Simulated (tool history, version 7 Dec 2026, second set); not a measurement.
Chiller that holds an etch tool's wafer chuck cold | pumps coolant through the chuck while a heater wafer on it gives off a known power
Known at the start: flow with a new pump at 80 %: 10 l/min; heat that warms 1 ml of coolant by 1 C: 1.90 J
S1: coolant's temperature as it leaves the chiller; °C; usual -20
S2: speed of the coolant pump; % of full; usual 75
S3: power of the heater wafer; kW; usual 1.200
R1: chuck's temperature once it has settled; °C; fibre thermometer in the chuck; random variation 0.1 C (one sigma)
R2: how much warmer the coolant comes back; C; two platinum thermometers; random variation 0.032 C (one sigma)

run 1 hour=0.0 | S1=-20 S2=75 S3=1.200 | R1=-11.0 R2=4.05
run 2 hour=37.7 | S1=-20 S2=75 S3=1.200 | R1=-10.8 R2=4.06
run 3 hour=110.0 | S1=-20 S2=75 S3=1.200 | R1=-10.8 R2=4.08
run 4 hour=185.6 | S1=-20 S2=75 S3=1.200 | R1=-10.8 R2=4.08
run 5 hour=248.6 | S1=-20 S2=75 S3=1.200 | R1=-10.9 R2=4.03
run 6 hour=305.1 | S1=-15 S2=75 S3=1.200 | R1=-6.1 R2=4.08
run 7 hour=351.2 | S1=-15 S2=75 S3=1.200 | R1=-5.7 R2=4.03
run 8 hour=417.2 | S1=-15 S2=75 S3=1.200 | R1=-6.0 R2=4.04
run 9 hour=453.5 | S1=-15 S2=75 S3=1.200 | R1=-5.8 R2=4.07
run 10 hour=493.0 | S1=-15 S2=75 S3=1.200 | R1=-5.8 R2=4.05
run 11 hour=574.0 | S1=-10 S2=75 S3=1.200 | R1=-0.8 R2=4.05
run 12 hour=620.8 | S1=-10 S2=75 S3=1.200 | R1=-0.7 R2=4.13
run 13 hour=668.2 | S1=-20 S2=75 S3=0.856 | R1=-13.6 R2=2.91
run 14 hour=745.7 | S1=-20 S2=75 S3=1.438 | R1=-8.8 R2=4.90
run 15 hour=831.4 | S1=-20 S2=61 S3=1.057 | R1=-10.3 R2=4.44
run 16 hour=878.4 | S1=-20 S2=61 S3=1.057 | R1=-10.1 R2=4.47
run 17 hour=953.1 | S1=-23 S2=92 S3=1.619 | R1=-12.8 R2=4.42
run 18 hour=996.3 | S1=-14 S2=75 S3=0.693 | R1=-8.6 R2=2.35
run 19 hour=1040.3 | S1=-11 S2=75 S3=1.200 | R1=-1.7 R2=4.11
run 20 hour=1127.6 | S1=-11 S2=75 S3=1.200 | R1=-1.7 R2=4.06
run 21 hour=1180.6 | S1=-23 S2=75 S3=1.202 | R1=-13.7 R2=4.04
run 22 hour=1227.1 | S1=-23 S2=75 S3=1.202 | R1=-13.9 R2=4.07
run 23 hour=1278.3 | S1=-23 S2=75 S3=1.202 | R1=-13.6 R2=4.11
run 24 hour=1346.2 | S1=-21 S2=62 S3=1.200 | R1=-9.8 R2=4.98
run 25 hour=1405.4 | S1=-20 S2=75 S3=1.492 | R1=-8.5 R2=5.04

Forecast each of these 5 alternatives for the next run:
run A hour=1475.3 | S1=-18 S2=61 S3=1.492 | R1=? R2=?
run B hour=1475.3 | S1=-20 S2=76 S3=1.486 | R1=? R2=?
run C hour=1475.3 | S1=-28 S2=86 S3=0.774 | R1=? R2=?
run D hour=1475.3 | S1=-14 S2=75 S3=1.492 | R1=? R2=?
run E hour=1475.3 | S1=-11 S2=65 S3=1.413 | R1=? R2=?

run=A R1=-4.1 R2=6.38
run=B R1=-8.7 R2=4.97
run=C R1=-22.7 R2=2.35
run=D R1=-2.6 R2=5.06
run=E R1=1.3 R2=5.64
Without the tool's hidden state the same runs would have given:
run=A R1=-4.1 R2=6.38
run=B R1=-8.7 R2=4.96
run=C R1=-22.7 R2=2.35
run=D R1=-2.6 R2=5.05
run=E R1=1.3 R2=5.64

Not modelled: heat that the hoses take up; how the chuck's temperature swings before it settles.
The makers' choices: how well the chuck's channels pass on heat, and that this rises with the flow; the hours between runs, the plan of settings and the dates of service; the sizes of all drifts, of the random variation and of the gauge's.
